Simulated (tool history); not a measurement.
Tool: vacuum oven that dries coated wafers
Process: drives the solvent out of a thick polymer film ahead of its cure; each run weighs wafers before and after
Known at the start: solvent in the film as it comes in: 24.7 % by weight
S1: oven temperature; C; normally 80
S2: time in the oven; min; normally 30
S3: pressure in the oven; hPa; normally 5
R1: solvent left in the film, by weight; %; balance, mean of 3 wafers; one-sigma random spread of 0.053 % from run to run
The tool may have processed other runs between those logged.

| run | hour | S1 | S2 | S3 | R1 |
|---|---|---|---|---|---|
| 1 | 0 | 80 | 30 | 5 | 1.79 |
| 2 | 64.5 | 80 | 30 | 5 | 1.93 |
| 3 | 119.8 | 80 | 31 | 5 | 1.74 |
| 4 | 154.9 | 80 | 31 | 5 | 1.73 |
| 5 | 198 | 80 | 31 | 5.44 | 1.61 |
| 6 | 256 | 80 | 31 | 5.44 | 1.73 |
| 7 | 291.2 | 80 | 31 | 5.44 | 1.71 |
| 8 | 326.6 | 80 | 31 | 3.5 | 1.75 |
| 9 | 364.3 | 92 | 30 | 5 | 0.22 |
| 10 | 420.2 | 92 | 30 | 5 | 0.33 |
| 11 | 475.3 | 92 | 30 | 5 | 0.27 |
| 12 | 508 | 92 | 30 | 5 | 0.27 |
| 13 | 560.1 | 80 | 30 | 5 | 1.84 |
| 14 | 604.2 | 80 | 30 | 5 | 1.88 |
| 15 | 661.6 | 80 | 30 | 6 | 1.96 |
| 16 | 698.5 | 80 | 30 | 13.63 | 2.12 |
| 17 | 749.7 | 80 | 30 | 11.46 | 2.13 |
| 18 | 803.9 | 92 | 25 | 14.04 | 0.61 |
| 19 | 839.7 | 92 | 25 | 14.04 | 0.6 |
| 20 | 887.1 | 70 | 33 | 2.56 | 4.96 |
| 21 | 930 | 72 | 38 | 5 | 3.41 |
| 22 | 969.3 | 72 | 38 | 5 | 3.41 |
| 23 | 998.4 | 72 | 45 | 5 | 2.53 |
| 24 | 1053.4 | 78 | 21 | 19.67 | 5.03 |
| 25 | 1090.6 | 86 | 26 | 5 | 1.11 |
| 26 | 1129.4 | 86 | 26 | 5 | 1.18 |
| 27 | 1168.7 | 73 | 24 | 3.6 | 6 |
| 28 | 1208.2 | 77 | 33 | 5 | 2.57 |
| 29 | 1255.8 | 77 | 33 | 5 | 2.44 |
| 30 | 1311 | 80 | 16 | 5 | 5.74 |
| 31 | 1375.6 | 94 | 16 | 5 | 1.2 |

Below, each run's measurement less what the same run would have read without the hidden state. Both values contain the same run-to-run variation, but the gauge's scatter may not be the same in both:
Hidden state at play: true wafer temperature over the reading, C; true pressure over the reading, kPa; drift of the gauge itself on solvent_pct, %.
| run | R1 |
|---|---|
| 1 | +0.08 |
| 2 | +0.1 |
| 3 | +0.1 |
| 4 | +0.11 |
| 5 | +0.12 |
| 6 | +0.12 |
| 7 | +0.14 |
| 8 | +0.13 |
| 9 | +0.03 |
| 10 | +0.04 |
| 11 | +0.04 |
| 12 | +0.05 |
| 13 | +0.19 |
| 14 | +0.19 |
| 15 | +0.21 |
| 16 | +0.21 |
| 17 | +0.23 |
| 18 | +0.08 |
| 19 | +0.09 |
| 20 | +0.41 |
| 21 | +0.36 |
| 22 | +0.37 |
| 23 | +0.33 |
| 24 | +0.42 |
| 25 | +0.2 |
| 26 | +0.2 |
| 27 | +0.5 |
| 28 | +0.36 |
| 29 | +0.35 |
| 30 | +0.5 |
| 31 | +0.22 |
